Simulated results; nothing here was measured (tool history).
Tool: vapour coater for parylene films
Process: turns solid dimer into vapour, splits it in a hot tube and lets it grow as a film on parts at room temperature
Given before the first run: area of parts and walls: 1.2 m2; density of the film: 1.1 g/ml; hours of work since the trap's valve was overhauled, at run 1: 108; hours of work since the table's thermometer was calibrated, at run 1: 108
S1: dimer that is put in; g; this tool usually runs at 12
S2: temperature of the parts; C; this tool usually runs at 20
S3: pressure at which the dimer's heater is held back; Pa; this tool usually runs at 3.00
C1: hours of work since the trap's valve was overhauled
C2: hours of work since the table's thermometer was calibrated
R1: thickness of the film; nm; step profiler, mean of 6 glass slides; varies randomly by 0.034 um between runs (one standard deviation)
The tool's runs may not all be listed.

{"run": 1, "hour": 0.0, "S1": 12, "S2": 20, "S3": 3.0, "C1": 108, "C2": 108, "R1": 5970}
{"run": 2, "hour": 26.7, "S1": 7, "S2": 20, "S3": 3.0, "C1": 120, "C2": 120, "R1": 3480}
{"run": 3, "hour": 44.5, "S1": 7, "S2": 20, "S3": 3.0, "C1": 127, "C2": 127, "R1": 3470}
{"run": 4, "hour": 60.4, "S1": 7, "S2": 20, "S3": 3.0, "C1": 134, "C2": 134, "R1": 3480}
{"run": 5, "hour": 78.9, "S1": 7, "S2": 20, "S3": 3.0, "C1": 142, "C2": 142, "R1": 3470}
{"run": 6, "hour": 102.4, "S1": 12, "S2": 20, "S3": 3.0, "C1": 152, "C2": 152, "R1": 5920}
{"run": 7, "hour": 121.8, "S1": 12, "S2": 20, "S3": 3.0, "C1": 161, "C2": 161, "R1": 5940}
{"run": 8, "hour": 140.7, "S1": 12, "S2": 20, "S3": 3.0, "C1": 169, "C2": 169, "R1": 5890}
{"run": 9, "hour": 179.5, "S1": 12, "S2": 20, "S3": 2.02, "C1": 186, "C2": 186, "R1": 6280}
{"run": 10, "hour": 206.2, "S1": 6, "S2": 20, "S3": 3.0, "C1": 197, "C2": 197, "R1": 2910}
{"run": 11, "hour": 225.6, "S1": 6, "S2": 20, "S3": 3.0, "C1": 206, "C2": 206, "R1": 2930}
{"run": 12, "hour": 246.8, "S1": 6, "S2": 20, "S3": 9.78, "C1": 215, "C2": 215, "R1": 2410}
{"run": 13, "hour": 264.2, "S1": 12, "S2": 20, "S3": 3.0, "C1": 222, "C2": 222, "R1": 5870}
{"run": 14, "hour": 289.4, "S1": 12, "S2": 20, "S3": 3.0, "C1": 233, "C2": 233, "R1": 5810}
{"run": 15, "hour": 312.3, "S1": 12, "S2": 20, "S3": 3.0, "C1": 243, "C2": 243, "R1": 5820}
{"run": 16, "hour": 340.7, "S1": 12, "S2": 20, "S3": 3.0, "C1": 255, "C2": 255, "R1": 5850}
{"run": 17, "hour": 365.2, "S1": 12, "S2": 20, "S3": 3.0, "C1": 266, "C2": 266, "R1": 5930}
{"run": 18, "hour": 397.6, "S1": 12, "S2": 20, "S3": 11.43, "C1": 280, "C2": 280, "R1": 4670}
{"run": 19, "hour": 415.5, "S1": 12, "S2": 20, "S3": 2.65, "C1": 288, "C2": 288, "R1": 5850}
{"run": 20, "hour": 439.3, "S1": 12, "S2": 27, "S3": 3.0, "C1": 298, "C2": 298, "R1": 4760}
{"run": 21, "hour": 467.6, "S1": 12, "S2": 27, "S3": 3.0, "C1": 310, "C2": 310, "R1": 4740}
{"hour": 490.9, "done": "trap's valve overhauled"}
{"hour": 496.1, "done": "gauge calibrated"}
{"run": 22, "hour": 497.2, "S1": 12, "S2": 27, "S3": 3.0, "C1": 3, "C2": 321, "R1": 4880}
{"run": 23, "hour": 521.8, "S1": 12, "S2": 27, "S3": 3.0, "C1": 13, "C2": 332, "R1": 4880}
{"run": 24, "hour": 547.1, "S1": 12, "S2": 20, "S3": 11.7, "C1": 24, "C2": 343, "R1": 4760}
{"run": 25, "hour": 575.5, "S1": 12, "S2": 20, "S3": 11.7, "C1": 37, "C2": 355, "R1": 4760}
{"run": 26, "hour": 608.1, "S1": 12, "S2": 16, "S3": 5.4, "C1": 51, "C2": 369, "R1": 6030}
{"run": 27, "hour": 638.2, "S1": 12, "S2": 16, "S3": 5.4, "C1": 64, "C2": 382, "R1": 6030}
{"run": 28, "hour": 658.0, "S1": 21, "S2": 32, "S3": 3.58, "C1": 72, "C2": 391, "R1": 7080}
{"run": 29, "hour": 682.2, "S1": 21, "S2": 32, "S3": 6.94, "C1": 83, "C2": 401, "R1": 6290}
{"run": 30, "hour": 716.2, "S1": 12, "S2": 15, "S3": 8.18, "C1": 97, "C2": 416, "R1": 5770}
{"run": 31, "hour": 755.1, "S1": 8, "S2": 20, "S3": 3.0, "C1": 114, "C2": 433, "R1": 3920}
{"run": 32, "hour": 791.6, "S1": 12, "S2": 14, "S3": 8.97, "C1": 130, "C2": 448, "R1": 5820}
{"run": 33, "hour": 808.4, "S1": 12, "S2": 14, "S3": 5.39, "C1": 137, "C2": 456, "R1": 6270}
{"run": 34, "hour": 836.4, "S1": 12, "S2": 14, "S3": 5.39, "C1": 149, "C2": 468, "R1": 6330}
{"run": 35, "hour": 867.9, "S1": 12, "S2": 14, "S3": 5.39, "C1": 163, "C2": 481, "R1": 6290}
{"run": 36, "hour": 888.6, "S1": 6, "S2": 18, "S3": 3.0, "C1": 172, "C2": 490, "R1": 3120}
{"run": 37, "hour": 924.2, "S1": 6, "S2": 18, "S3": 3.0, "C1": 187, "C2": 506, "R1": 3080}
{"run": 38, "hour": 941.3, "S1": 8, "S2": 20, "S3": 10.38, "C1": 195, "C2": 513, "R1": 3160}
{"run": 39, "hour": 975.9, "S1": 21, "S2": 30, "S3": 6.16, "C1": 209, "C2": 528, "R1": 6740}
{"run": 40, "hour": 1007.3, "S1": 9, "S2": 21, "S3": 6.16, "C1": 223, "C2": 542, "R1": 3760}
{"run": 41, "hour": 1040.9, "S1": 21, "S2": 29, "S3": 6.16, "C1": 238, "C2": 556, "R1": 6900}
{"run": 42, "hour": 1057.4, "S1": 10, "S2": 32, "S3": 2.11, "C1": 245, "C2": 563, "R1": 3620}
{"run": 43, "hour": 1091.9, "S1": 5, "S2": 32, "S3": 2.98, "C1": 260, "C2": 578, "R1": 1700}
{"run": 44, "hour": 1125.3, "S1": 12, "S2": 14, "S3": 5.42, "C1": 274, "C2": 593, "R1": 6180}
{"run": 45, "hour": 1146.8, "S1": 12, "S2": 14, "S3": 2.51, "C1": 283, "C2": 602, "R1": 7030}
{"run": 46, "hour": 1185.2, "S1": 12, "S2": 26, "S3": 3.41, "C1": 300, "C2": 618, "R1": 4680}

Hidden state or all else? Some run-to-run changes of R1, split into what the settings, what came in and random variation would give without the hidden state, and what is left for the hidden state (with any gauge scatter that isn't in both results):
The hidden state here: vapour lost through the trap's worn valve, %; true temperature of the parts over the reading, C; drift of the gauge itself on film_um, %.
Run 12 -> 13: S1 6 -> 12, S3 9.78 -> 3.00. R1 +3460 nm: hidden state -70, all else +3530.
Run 21 -> 22: trap's valve overhauled, gauge calibrated. R1 +140 nm: hidden state +160, all else -20.
Run 38 -> 39: S1 8 -> 21, S2 20 -> 30, S3 10.38 -> 6.16. R1 +3580 nm: hidden state -130, all else +3710.
Run 43 -> 44: S1 5 -> 12, S2 32 -> 14, S3 2.98 -> 5.42. R1 +4480 nm: hidden state -200, all else +4680.
